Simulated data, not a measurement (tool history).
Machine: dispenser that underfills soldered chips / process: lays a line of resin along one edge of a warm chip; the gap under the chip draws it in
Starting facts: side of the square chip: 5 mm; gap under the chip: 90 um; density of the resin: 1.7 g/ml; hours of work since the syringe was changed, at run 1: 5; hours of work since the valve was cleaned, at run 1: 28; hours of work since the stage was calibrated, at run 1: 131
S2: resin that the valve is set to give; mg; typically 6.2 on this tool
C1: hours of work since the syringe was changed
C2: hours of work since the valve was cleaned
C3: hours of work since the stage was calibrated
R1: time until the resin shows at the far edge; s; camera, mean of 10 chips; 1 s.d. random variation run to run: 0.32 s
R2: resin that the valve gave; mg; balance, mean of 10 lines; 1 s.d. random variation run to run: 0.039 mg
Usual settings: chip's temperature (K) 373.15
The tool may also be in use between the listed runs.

run 1 hour=0 | chip's_temperature_(K)=373.15 S2=6.2 | C1=5 C2=28 C3=131 | R1=17.4 R2=6.03
-- hour=4.8 new syringe of resin
run 2 hour=5 | chip's_temperature_(K)=373.15 S2=6.2 | C1=0 C2=31 C3=134 | R1=13.1 R2=6.06
run 3 hour=9.4 | chip's_temperature_(K)=373.15 S2=6.2 | C1=3 C2=33 C3=137 | R1=15.6 R2=6.1
run 4 hour=13.2 | chip's_temperature_(K)=362.15 S2=6.2 | C1=5 C2=36 C3=139 | R1=27.9 R2=6.04
run 5 hour=15.5 | chip's_temperature_(K)=366.15 S2=6.2 | C1=7 C2=37 C3=140 | R1=25.3 R2=5.97
-- hour=17.8 new syringe of resin
run 6 hour=19.7 | chip's_temperature_(K)=373.15 S2=6.2 | C1=1 C2=40 C3=143 | R1=14.4 R2=6.01
run 7 hour=22.5 | chip's_temperature_(K)=379.15 S2=6.2 | C1=3 C2=41 C3=144 | R1=12.9 R2=5.96
run 8 hour=27.9 | chip's_temperature_(K)=379.15 S2=6.2 | C1=6 C2=44 C3=148 | R1=15.4 R2=5.9
-- hour=30.7 new syringe of resin
run 9 hour=33.7 | chip's_temperature_(K)=361.15 S2=6.2 | C1=2 C2=48 C3=151 | R1=22.9 R2=6.05
run 10 hour=38.6 | chip's_temperature_(K)=361.15 S2=6.2 | C1=5 C2=51 C3=154 | R1=28.3 R2=5.98
run 11 hour=42.9 | chip's_temperature_(K)=361.15 S2=6.2 | C1=7 C2=53 C3=157 | R1=33.2 R2=5.94
-- hour=43.7 new syringe of resin
run 12 hour=46.4 | chip's_temperature_(K)=361.15 S2=7.67 | C1=2 C2=55 C3=159 | R1=23 R2=7.35
run 13 hour=49.4 | chip's_temperature_(K)=368.15 S2=7.75 | C1=4 C2=57 C3=160 | R1=19.1 R2=7.37
run 14 hour=53.3 | chip's_temperature_(K)=361.15 S2=5.39 | C1=6 C2=60 C3=163 | R1=30.7 R2=5.19
run 15 hour=55.6 | chip's_temperature_(K)=379.15 S2=5.68 | C1=7 C2=61 C3=164 | R1=16.4 R2=5.45
-- hour=56.6 new syringe of resin
run 16 hour=58.4 | chip's_temperature_(K)=363.15 S2=5.84 | C1=1 C2=63 C3=166 | R1=21.4 R2=5.57
run 17 hour=63.4 | chip's_temperature_(K)=363.15 S2=5.84 | C1=4 C2=66 C3=169 | R1=25.8 R2=5.53
run 18 hour=67.5 | chip's_temperature_(K)=369.15 S2=5.38 | C1=7 C2=68 C3=171 | R1=24 R2=5.12
-- hour=69.7 new syringe of resin
-- hour=72.8 dispensing valve cleaned and set on the balance
run 19 hour=74.1 | chip's_temperature_(K)=369.15 S2=5.38 | C1=2 C2=1 C3=174 | R1=18 R2=5.35
run 20 hour=78.5 | chip's_temperature_(K)=363.15 S2=6.52 | C1=5 C2=3 C3=177 | R1=26.4 R2=6.47
-- hour=83.5 new syringe of resin
run 21 hour=84.1 | chip's_temperature_(K)=379.15 S2=7.24 | C1=0 C2=7 C3=180 | R1=10.6 R2=7.24
run 22 hour=88.6 | chip's_temperature_(K)=379.15 S2=6.18 | C1=3 C2=9 C3=183 | R1=12.6 R2=6.2

The same runs without the tool's hidden state, with the same run-to-run variation:
Hidden state at play: resin's viscosity, % of fresh resin's; dose that the valve gives, % of what is set; true chip temperature over the reading, C; drift of the gauge itself on fill_s, %; drift of the gauge itself on given_mg, %.
run=1 R1=12.2 R2=6.15
run=2 R1=12.5 R2=6.19
run=3 R1=12.6 R2=6.25
run=4 R1=19.4 R2=6.19
run=5 R1=16 R2=6.13
run=6 R1=12.7 R2=6.19
run=7 R1=10.3 R2=6.14
run=8 R1=9.9 R2=6.1
run=9 R1=19.8 R2=6.27
run=10 R1=20.3 R2=6.21
run=11 R1=20.3 R2=6.19
run=12 R1=20 R2=7.67
run=13 R1=14.7 R2=7.7
run=14 R1=20.2 R2=5.43
run=15 R1=10.1 R2=5.71
run=16 R1=19 R2=5.85
run=17 R1=18.8 R2=5.82
run=18 R1=15 R2=5.4
run=19 R1=14.8 R2=5.34
run=20 R1=18.3 R2=6.48
run=21 R1=9.9 R2=7.26
run=22 R1=10 R2=6.23

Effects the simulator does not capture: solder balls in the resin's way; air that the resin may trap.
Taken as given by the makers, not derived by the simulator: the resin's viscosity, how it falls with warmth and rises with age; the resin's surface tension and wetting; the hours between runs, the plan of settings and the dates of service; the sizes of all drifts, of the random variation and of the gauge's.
